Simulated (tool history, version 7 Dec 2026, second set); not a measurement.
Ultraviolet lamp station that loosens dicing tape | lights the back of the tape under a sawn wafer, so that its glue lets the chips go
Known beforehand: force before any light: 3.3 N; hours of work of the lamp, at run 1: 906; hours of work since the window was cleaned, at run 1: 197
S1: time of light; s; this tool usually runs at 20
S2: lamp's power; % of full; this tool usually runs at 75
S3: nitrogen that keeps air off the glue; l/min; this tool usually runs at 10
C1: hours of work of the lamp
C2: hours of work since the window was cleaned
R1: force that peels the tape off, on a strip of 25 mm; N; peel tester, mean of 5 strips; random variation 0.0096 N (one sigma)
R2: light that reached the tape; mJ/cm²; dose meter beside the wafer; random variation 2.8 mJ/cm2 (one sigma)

run,hour,S1,S2,S3,C1,C2,R1,R2
1,0,20,75,10,906,197,0.694,279
# hour 21.9: lamp changed
# hour 22.4: window cleaned of glue's vapour
2,30,20,75,10,5,5,0.515,337
3,66.4,20,75,18,28,28,0.369,328
4,93,20,75,10,45,45,0.53,323
5,120.6,20,77,10,63,63,0.548,328
6,174.7,22,75,10,97,97,0.506,342
# hour 188.4: window cleaned of glue's vapour, once more
7,230.1,22,75,10,133,27,0.415,400
8,262.5,22,75,10,153,47,0.399,393
9,319.9,20,65,10,190,84,0.619,301
10,355.1,20,98,10,213,107,0.325,447
11,383.1,20,75,10,230,125,0.507,341
12,436.1,20,61,10,264,158,0.731,269
13,472.2,20,61,10,287,182,0.76,261
14,516.5,20,61,10,316,210,0.779,255
# hour 520.3: window cleaned of glue's vapour
15,573.5,20,61,10,352,34,0.718,278
16,615.4,20,61,10,379,61,0.725,273
17,645.2,20,61,10,398,80,0.765,268
18,679,20,92,10,419,102,0.396,404
19,719.7,20,75,10,445,128,0.582,318
20,778.6,20,75,10,483,165,0.589,311
21,808.2,20,75,10,502,184,0.604,304
# hour 851: window cleaned of glue's vapour
22,854.3,20,75,10,531,2,0.539,329
23,883.5,20,75,10,550,21,0.55,320
24,917.8,20,75,6,572,43,0.798,323
25,976.2,34,75,4,609,80,0.473,529
26,1029.6,25,65,16,643,114,0.394,327
27,1068.6,28,75,6,668,139,0.515,411
28,1107.5,22,75,10,693,164,0.577,319
29,1136.4,26,75,4,712,183,0.822,376
30,1173.4,26,75,4,735,206,0.873,366
# hour 1182.9: window cleaned of glue's vapour
31,1218.5,26,71,9,764,23,0.469,375
32,1274.6,26,67,9,800,59,0.552,343
33,1307.3,26,67,9,821,80,0.568,339
34,1338.8,26,67,9,841,100,0.578,330
35,1390.7,26,67,9,874,133,0.598,321
36,1420.6,14,63,10,893,152,1.296,164
# hour 1461.8: lamp changed
37,1480.1,33,82,6,12,189,0.234,635
38,1507.4,21,75,11,29,207,0.417,365
# hour 1513: window cleaned of glue's vapour
39,1561.3,20,68,15,63,31,0.41,339
40,1604.6,20,68,6,91,59,0.748,339
41,1637.9,32,85,6,112,80,0.234,657
42,1678.1,24,88,10,138,106,0.246,504

What if the next run were any one of these 4? Each begins from the tool's condition after run 42:
A,1722,20,75,5,166,134,?,?
B,1722,13,63,7,166,134,?,?
C,1722,14,75,10,166,134,?,?
D,1722,24,76,10,166,134,?,?

run,R1,R2
A,0.753,348
B,1.288,191
C,0.843,243
D,0.351,422
Without the tool's unlogged condition, the same runs would have read:
run,R1,R2
A,0.646,387
B,1.162,213
C,0.73,270
D,0.288,470
